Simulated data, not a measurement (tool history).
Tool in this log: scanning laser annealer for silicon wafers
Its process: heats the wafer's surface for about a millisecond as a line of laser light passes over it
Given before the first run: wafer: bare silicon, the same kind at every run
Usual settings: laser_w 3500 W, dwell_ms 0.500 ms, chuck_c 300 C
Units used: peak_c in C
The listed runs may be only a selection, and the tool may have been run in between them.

| run | hour | laser_w | dwell_ms | chuck_c | peak_c |
|---|---|---|---|---|---|
| 1 | 0.0 | 3500 | 0.500 | 300 | 1017 |
| 2 | 11.8 | 3500 | 0.500 | 300 | 1014 |
| 3 | 22.1 | 3500 | 0.500 | 322 | 1036 |
| 4 | 28.0 | 3500 | 0.500 | 322 | 1038 |
| 5 | 37.0 | 3500 | 0.500 | 322 | 1037 |
| 6 | 43.2 | 3500 | 0.500 | 300 | 1015 |
| 7 | 52.9 | 3500 | 0.500 | 300 | 1015 |
|  | 56.9 | laser's power meter calibrated |
| 8 | 61.7 | 3500 | 0.500 | 300 | 1014 |
| 9 | 72.6 | 3500 | 0.500 | 300 | 1017 |
| 10 | 79.7 | 3719 | 0.500 | 311 | 1073 |
| 11 | 92.6 | 3719 | 0.500 | 311 | 1077 |
| 12 | 103.0 | 3536 | 0.500 | 287 | 1006 |
| 13 | 114.4 | 3536 | 0.500 | 287 | 1009 |
| 14 | 119.8 | 3536 | 0.500 | 287 | 1008 |
|  | 128.5 | laser's power meter calibrated, once more |
| 15 | 131.1 | 3519 | 0.500 | 325 | 1043 |
| 16 | 140.2 | 3797 | 0.422 | 337 | 1047 |
| 17 | 151.8 | 3797 | 0.422 | 337 | 1041 |

Below, each run's measurement less what the same run would have read without the hidden state. Both values contain the same run-to-run variation, but the gauge's scatter may not be the same in both:
Hidden state present: light that passes the window, % of a clean one's; laser's true power over the reading, %; width of the line over the set one, %; drift of the gauge itself on peak_c, C.
| run | peak_c |
|---|---|
| 1 | -19 |
| 2 | -19 |
| 3 | -19 |
| 4 | -19 |
| 5 | -20 |
| 6 | -20 |
| 7 | -20 |
| 8 | -20 |
| 9 | -20 |
| 10 | -22 |
| 11 | -23 |
| 12 | -22 |
| 13 | -22 |
| 14 | -22 |
| 15 | -24 |
| 16 | -24 |
| 17 | -24 |

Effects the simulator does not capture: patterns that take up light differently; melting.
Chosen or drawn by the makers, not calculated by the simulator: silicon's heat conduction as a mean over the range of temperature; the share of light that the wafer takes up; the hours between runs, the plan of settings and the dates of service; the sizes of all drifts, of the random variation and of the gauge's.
